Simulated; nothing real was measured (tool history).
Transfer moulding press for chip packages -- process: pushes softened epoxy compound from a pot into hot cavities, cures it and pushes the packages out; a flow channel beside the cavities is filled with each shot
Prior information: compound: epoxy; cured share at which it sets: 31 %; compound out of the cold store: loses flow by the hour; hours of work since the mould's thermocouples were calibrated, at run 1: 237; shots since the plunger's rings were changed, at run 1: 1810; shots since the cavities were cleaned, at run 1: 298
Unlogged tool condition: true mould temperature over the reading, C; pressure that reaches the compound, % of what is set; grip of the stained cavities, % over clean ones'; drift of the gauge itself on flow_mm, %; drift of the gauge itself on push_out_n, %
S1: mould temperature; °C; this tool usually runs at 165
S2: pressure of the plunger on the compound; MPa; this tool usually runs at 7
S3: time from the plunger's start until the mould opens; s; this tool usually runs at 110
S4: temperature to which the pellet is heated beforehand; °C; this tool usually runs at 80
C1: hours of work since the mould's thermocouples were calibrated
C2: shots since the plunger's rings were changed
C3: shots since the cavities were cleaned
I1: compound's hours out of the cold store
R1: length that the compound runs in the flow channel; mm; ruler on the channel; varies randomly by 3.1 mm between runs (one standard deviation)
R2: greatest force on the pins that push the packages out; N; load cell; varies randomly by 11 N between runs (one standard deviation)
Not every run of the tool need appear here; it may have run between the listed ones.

run 1 hour=0 | S1=165 S2=7 S3=110 S4=80 | C1=237 C2=1810 C3=298 | I1=12.2 | R1=739 R2=650
-- hour=32.8 cavities cleaned with cleaning compound and waxed
run 2 hour=47.8 | S1=165 S2=7 S3=110 S4=80 | C1=267 C2=2301 C3=160 | I1=36.1 | R1=697 R2=583
run 3 hour=82.2 | S1=165 S2=7 S3=97 S4=80 | C1=290 C2=2665 C3=524 | I1=23.3 | R1=715 R2=887
-- hour=93.3 cavities cleaned with cleaning compound and waxed
-- hour=151.8 cavities cleaned with cleaning compound and waxed
run 4 hour=157.4 | S1=165 S2=7 S3=110 S4=80 | C1=338 C2=3429 C3=58 | I1=34.7 | R1=690 R2=513
run 5 hour=191.7 | S1=165 S2=7 S3=110 S4=80 | C1=361 C2=3793 C3=422 | I1=41.2 | R1=678 R2=617
-- hour=212.3 cavities cleaned with cleaning compound and waxed
run 6 hour=261.6 | S1=165 S2=7 S3=110 S4=80 | C1=406 C2=4517 C3=522 | I1=34 | R1=683 R2=670
-- hour=273.4 cavities cleaned with cleaning compound and waxed
run 7 hour=324.4 | S1=165 S2=7 S3=110 S4=80 | C1=447 C2=5167 C3=541 | I1=27.9 | R1=687 R2=623
-- hour=334.9 cavities cleaned with cleaning compound and waxed
-- hour=365.7 plunger's sealing rings changed
run 8 hour=379.1 | S1=165 S2=7 S3=110 S4=80 | C1=480 C2=142 C3=442 | I1=33.7 | R1=713 R2=608
-- hour=396.9 cavities cleaned with cleaning compound and waxed
run 9 hour=420.2 | S1=165 S2=7 S3=110 S4=80 | C1=507 C2=562 C3=247 | I1=31.3 | R1=709 R2=576
-- hour=458.2 cavities cleaned with cleaning compound and waxed
run 10 hour=487.8 | S1=165 S2=7 S3=110 S4=80 | C1=551 C2=1261 C3=312 | I1=23.5 | R1=719 R2=576
-- hour=518.7 cavities cleaned with cleaning compound and waxed
run 11 hour=532.9 | S1=165 S2=7 S3=110 S4=80 | C1=580 C2=1723 C3=150 | I1=47.5 | R1=682 R2=523
-- hour=579.9 cavities cleaned with cleaning compound and waxed
run 12 hour=592.5 | S1=165 S2=7 S3=110 S4=80 | C1=618 C2=2339 C3=133 | I1=29.4 | R1=703 R2=537
-- hour=620.9 mould's thermocouples calibrated
-- hour=640.6 cavities cleaned with cleaning compound and waxed
run 13 hour=640.6 | S1=165 S2=7 S3=110 S4=80 | C1=12 C2=2811 C3=0 | I1=24.6 | R1=706 R2=495
-- hour=699.3 cavities cleaned with cleaning compound and waxed
run 14 hour=699.8 | S1=165 S2=7 S3=110 S4=89 | C1=50 C2=3423 C3=5 | I1=26 | R1=694 R2=480
run 15 hour=731.5 | S1=165 S2=7 S3=110 S4=89 | C1=71 C2=3758 C3=340 | I1=19.4 | R1=702 R2=545
-- hour=759.1 cavities cleaned with cleaning compound and waxed
run 16 hour=806.5 | S1=165 S2=7.95 S3=110 S4=86 | C1=120 C2=4537 C3=502 | I1=47.7 | R1=700 R2=582
-- hour=817.7 cavities cleaned with cleaning compound and waxed
run 17 hour=872.8 | S1=169 S2=7.95 S3=110 S4=70 | C1=163 C2=5223 C3=583 | I1=19.1 | R1=729 R2=527
-- hour=881.4 cavities cleaned with cleaning compound and waxed
-- hour=906.2 plunger's sealing rings changed
run 18 hour=931.5 | S1=159 S2=5.77 S3=110 S4=70 | C1=200 C2=269 C3=505 | I1=32.1 | R1=664 R2=907
-- hour=942.6 cavities cleaned with cleaning compound and waxed
run 19 hour=964.6 | S1=159 S2=5.77 S3=110 S4=70 | C1=221 C2=603 C3=234 | I1=37.4 | R1=649 R2=866
-- hour=1002.6 cavities cleaned with cleaning compound and waxed
run 20 hour=1024.5 | S1=165 S2=5.83 S3=126 S4=80 | C1=259 C2=1221 C3=232 | I1=22.8 | R1=650 R2=480
-- hour=1062.7 mould's thermocouples calibrated, once more
-- hour=1064.2 cavities cleaned with cleaning compound and waxed
run 21 hour=1087.2 | S1=165 S2=6.97 S3=126 S4=87 | C1=15 C2=1849 C3=244 | I1=41.7 | R1=689 R2=510
-- hour=1124.8 cavities cleaned with cleaning compound and waxed
run 22 hour=1164.6 | S1=158 S2=7 S3=92 S4=90 | C1=66 C2=2653 C3=421 | I1=32.8 | R1=728 R2=1615
-- hour=1183.7 cavities cleaned with cleaning compound and waxed
run 23 hour=1236 | S1=166 S2=7 S3=92 S4=90 | C1=112 C2=3393 C3=554 | I1=39.7 | R1=681 R2=884
-- hour=1245.9 cavities cleaned with cleaning compound and waxed
run 24 hour=1287.3 | S1=159 S2=8.17 S3=114 S4=78 | C1=145 C2=3920 C3=437 | I1=41 | R1=761 R2=985
-- hour=1305.6 cavities cleaned with cleaning compound and waxed
run 25 hour=1355.4 | S1=159 S2=8.17 S3=114 S4=78 | C1=189 C2=4626 C3=528 | I1=31 | R1=769 R2=997
-- hour=1366.1 cavities cleaned with cleaning compound and waxed
-- hour=1425.5 cavities cleaned with cleaning compound and waxed
run 26 hour=1425.5 | S1=159 S2=8.17 S3=114 S4=78 | C1=234 C2=5337 C3=0 | I1=36.3 | R1=752 R2=791

Alternative continuations, all from the tool just after run 26; predict every row:
-- hour=1446.7 plunger's sealing rings changed
run A hour=1476.2 | S1=168 S2=6.29 S3=114 S4=86 | C1=266 C2=313 C3=511 | I1=17.1 | R1=? R2=?
-- hour=1446.7 plunger's sealing rings changed
run B hour=1476.2 | S1=159 S2=8.17 S3=114 S4=86 | C1=266 C2=313 C3=511 | I1=19.1 | R1=? R2=?
-- hour=1446.7 plunger's sealing rings changed
run C hour=1476.2 | S1=159 S2=8.17 S3=114 S4=76 | C1=266 C2=313 C3=511 | I1=28.8 | R1=? R2=?

run=A R1=689 R2=561
run=B R1=824 R2=1029
run=C R1=804 R2=997
Take away the tool's hidden state, keep each run's random variation, and the runs would have read:
run=A R1=694 R2=440
run=B R1=830 R2=827
run=C R1=810 R2=801

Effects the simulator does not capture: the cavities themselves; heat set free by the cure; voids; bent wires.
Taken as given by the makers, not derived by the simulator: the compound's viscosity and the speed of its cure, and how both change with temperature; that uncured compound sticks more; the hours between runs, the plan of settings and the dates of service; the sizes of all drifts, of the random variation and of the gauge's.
